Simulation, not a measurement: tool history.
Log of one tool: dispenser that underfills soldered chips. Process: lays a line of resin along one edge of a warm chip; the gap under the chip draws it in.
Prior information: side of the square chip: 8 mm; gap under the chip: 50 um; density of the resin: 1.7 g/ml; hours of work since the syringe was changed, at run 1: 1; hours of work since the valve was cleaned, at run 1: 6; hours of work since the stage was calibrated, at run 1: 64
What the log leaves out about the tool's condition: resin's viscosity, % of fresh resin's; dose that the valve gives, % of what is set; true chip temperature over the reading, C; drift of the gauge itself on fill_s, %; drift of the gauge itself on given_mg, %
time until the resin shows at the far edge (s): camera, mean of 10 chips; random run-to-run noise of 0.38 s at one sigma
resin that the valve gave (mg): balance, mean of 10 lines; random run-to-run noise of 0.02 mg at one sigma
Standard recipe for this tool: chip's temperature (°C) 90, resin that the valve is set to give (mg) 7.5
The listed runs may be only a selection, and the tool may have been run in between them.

run	hour	chip's temperature (°C)	resin that the valve is set to give (mg)	hours of work since the syringe was changed	hours of work since the valve was cleaned	hours of work since the stage was calibrated	time until the resin shows at the far edge (s)	resin that the valve gave (mg)
1	0	90	7.5	1	6	64	22.8	7.48
2	10.4	90	6.61	9	15	72	37.9	6.58
# hour 14.7: new syringe of resin
3	18	90	6.61	3	20	78	26.3	6.57
4	27.4	90	7.5	10	28	86	38.4	7.43
# hour 30.1: new syringe of resin
5	38.5	90	7.5	7	36	94	32.5	7.35
6	44.7	90	7.5	12	41	99	42.7	7.39
# hour 46.3: new syringe of resin
7	55.1	90	6.95	7	49	107	33.2	6.84
# hour 61.3: new syringe of resin
# hour 64.6: dispensing valve cleaned and set on the balance
8	67.4	90	6.95	4	2	116	28.6	6.98
# hour 77.7: new syringe of resin
9	77.7	90	8.74	0	10	124	21.9	8.73
10	91.4	90	6.83	11	21	135	41	6.78
# hour 93.1: new syringe of resin
11	102.6	90	6.72	8	30	143	34	6.63
# hour 108.4: new syringe of resin
12	116.6	90	6.72	6	40	154	33.3	6.58
# hour 124.1: new syringe of resin
13	127.8	90	6.72	3	49	163	27.2	6.58
14	135.1	90	6.72	9	55	168	37.7	6.57
# hour 136.8: dispensing valve cleaned and set on the balance
# hour 140.3: new syringe of resin
15	144.8	90	7.28	4	6	175	26.7	7.25
# hour 156.3: new syringe of resin
16	160.6	90	7.5	3	18	187	26.7	7.42
# hour 172: new syringe of resin
17	173.6	90	7.71	1	28	197	24	7.6
18	186.1	90	7.71	11	38	207	40.6	7.58
# hour 187.8: new syringe of resin
19	196.3	92	7.28	7	46	215	30.5	7.1
# hour 203.6: new syringe of resin
20	205.1	76	7.28	1	53	222	35	7.07
# hour 209.5: dispensing valve cleaned and set on the balance
# hour 219.7: new syringe of resin
21	221.6	76	7.28	2	9	234	35.9	7.23
22	233.4	86	7.44	11	19	243	43.6	7.37
# hour 234.8: new syringe of resin
23	240.5	86	7.44	5	24	249	31.4	7.34
# hour 250.1: new syringe of resin
24	250.1	86	7.44	0	31	256	24.6	7.33
25	258.9	76	8.43	7	38	263	46.3	8.29
# hour 265.2: new syringe of resin
26	267.8	82	8.43	2	45	270	30.4	8.24
# hour 280.6: new syringe of resin
# hour 282.5: dispensing valve cleaned and set on the balance
27	282.8	93	6.85	1	0	281	21.9	6.85
# hour 297: new syringe of resin
28	297.6	93	6.85	0	12	292	21.1	6.79
29	308.2	84	7.29	9	20	301	42.6	7.22
# hour 312.8: new syringe of resin
30	321.5	79	7.5	7	30	311	44.1	7.37
# hour 328.2: new syringe of resin
31	329	79	7.5	1	36	317	30.8	7.32
# hour 343.6: new syringe of resin
32	343.6	97	8.54	0	47	328	17.5	8.3
33	353.5	81	9.11	8	55	336	41.2	8.87
# hour 355.8: dispensing valve cleaned and set on the balance
# hour 360.2: new syringe of resin
34	362.7	84	8.58	2	5	342	28.3	8.6
35	372.4	90	8.65	10	13	350	36	8.63

For each run, the measured value with the value that run would have given without the tool's hidden condition subtracted. The run-to-run variation is shared by both, the gauge scatter possibly not:
run	time until the resin shows at the far edge (s)	resin that the valve gave (mg)
1	-0.2	-0.01
2	+13.4	-0.03
3	+2.5	-0.05
4	+15.1	-0.09
5	+9.5	-0.11
6	+19.3	-0.13
7	+9.6	-0.14
8	+5	+0
9	-0.8	-0.03
10	+17.4	-0.06
11	+10.6	-0.09
12	+9.4	-0.12
13	+3.3	-0.14
14	+13.4	-0.16
15	+3.7	-0.02
16	+3.8	-0.08
17	+0.9	-0.11
18	+17.8	-0.14
19	+8.7	-0.17
20	+0.4	-0.18
21	+0.9	-0.02
22	+18.1	-0.06
23	+5.7	-0.07
24	-1.4	-0.1
25	+12.5	-0.14
26	+1.7	-0.17
27	+0.2	-0.02
28	-0.4	-0.07
29	+14.9	-0.1
30	+11.5	-0.13
31	-0.9	-0.16
32	-1.3	-0.22
33	+12.1	-0.27
34	+1.5	+0.01
35	+13.6	-0.01
